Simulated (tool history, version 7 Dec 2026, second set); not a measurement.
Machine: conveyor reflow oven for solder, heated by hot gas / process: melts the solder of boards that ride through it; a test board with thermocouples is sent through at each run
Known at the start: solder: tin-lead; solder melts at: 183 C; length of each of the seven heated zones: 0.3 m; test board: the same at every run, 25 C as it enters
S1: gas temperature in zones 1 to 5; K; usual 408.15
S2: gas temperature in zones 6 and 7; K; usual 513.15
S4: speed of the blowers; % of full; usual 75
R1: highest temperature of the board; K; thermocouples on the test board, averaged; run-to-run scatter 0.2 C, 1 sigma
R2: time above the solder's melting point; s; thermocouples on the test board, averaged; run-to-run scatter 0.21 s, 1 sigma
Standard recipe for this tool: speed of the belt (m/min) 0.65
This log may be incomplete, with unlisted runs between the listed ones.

run 1 hour=0 | S1=408.15 S2=513.15 speed_of_the_belt_(m/min)=0.65 S4=75 | R1=488.85 R2=39.4
run 2 hour=8.4 | S1=408.15 S2=513.15 speed_of_the_belt_(m/min)=0.65 S4=75 | R1=489.45 R2=39.1
run 3 hour=21.1 | S1=408.15 S2=513.15 speed_of_the_belt_(m/min)=0.65 S4=75 | R1=488.95 R2=39.1
run 4 hour=30.1 | S1=408.15 S2=513.15 speed_of_the_belt_(m/min)=0.65 S4=75 | R1=489.55 R2=38.6
run 5 hour=42.8 | S1=408.15 S2=513.15 speed_of_the_belt_(m/min)=0.65 S4=75 | R1=489.35 R2=39.4
run 6 hour=50.5 | S1=394.15 S2=513.15 speed_of_the_belt_(m/min)=0.65 S4=75 | R1=485.85 R2=34.1
run 7 hour=58.3 | S1=394.15 S2=513.15 speed_of_the_belt_(m/min)=0.65 S4=75 | R1=486.05 R2=33.9
run 8 hour=66 | S1=417.15 S2=513.15 speed_of_the_belt_(m/min)=0.65 S4=75 | R1=491.25 R2=43.1
run 9 hour=75.3 | S1=417.15 S2=513.15 speed_of_the_belt_(m/min)=0.65 S4=75 | R1=491.15 R2=42.5
run 10 hour=83.1 | S1=405.15 S2=511.15 speed_of_the_belt_(m/min)=0.535 S4=88 | R1=497.45 R2=53.1
run 11 hour=97.6 | S1=405.15 S2=511.15 speed_of_the_belt_(m/min)=0.673 S4=88 | R1=489.45 R2=37.2
run 12 hour=105.9 | S1=402.15 S2=514.15 speed_of_the_belt_(m/min)=0.77 S4=79 | R1=482.75 R2=27.6
run 13 hour=121 | S1=395.15 S2=513.15 speed_of_the_belt_(m/min)=0.65 S4=75 | R1=486.05 R2=34.4
run 14 hour=133.9 | S1=402.15 S2=513.15 speed_of_the_belt_(m/min)=0.54 S4=88 | R1=497.95 R2=52.1
run 15 hour=146.5 | S1=402.15 S2=510.15 speed_of_the_belt_(m/min)=0.54 S4=51 | R1=484.25 R2=41.2
run 16 hour=158.6 | S1=407.15 S2=527.15 speed_of_the_belt_(m/min)=0.54 S4=51 | R1=498.85 R2=53.1
run 17 hour=165.3 | S1=400.15 S2=514.15 speed_of_the_belt_(m/min)=0.696 S4=79 | R1=486.45 R2=33.1

Alternative continuations, all from the tool just after run 17; predict every row:
run A hour=177.4 | S1=400.15 S2=507.15 speed_of_the_belt_(m/min)=0.543 S4=71 | R1=? R2=?
run B hour=177.4 | S1=406.15 S2=514.15 speed_of_the_belt_(m/min)=0.738 S4=65 | R1=? R2=?
run C hour=177.4 | S1=410.15 S2=513.15 speed_of_the_belt_(m/min)=0.779 S4=75 | R1=? R2=?

run=A R1=488.05 R2=44.2
run=B R1=480.15 R2=27.2
run=C R1=481.95 R2=28
The same runs, with their run-to-run variation unchanged, on a tool lacking any hidden condition would have given:
run=A R1=488.05 R2=44.2
run=B R1=480.15 R2=27.2
run=C R1=481.95 R2=28
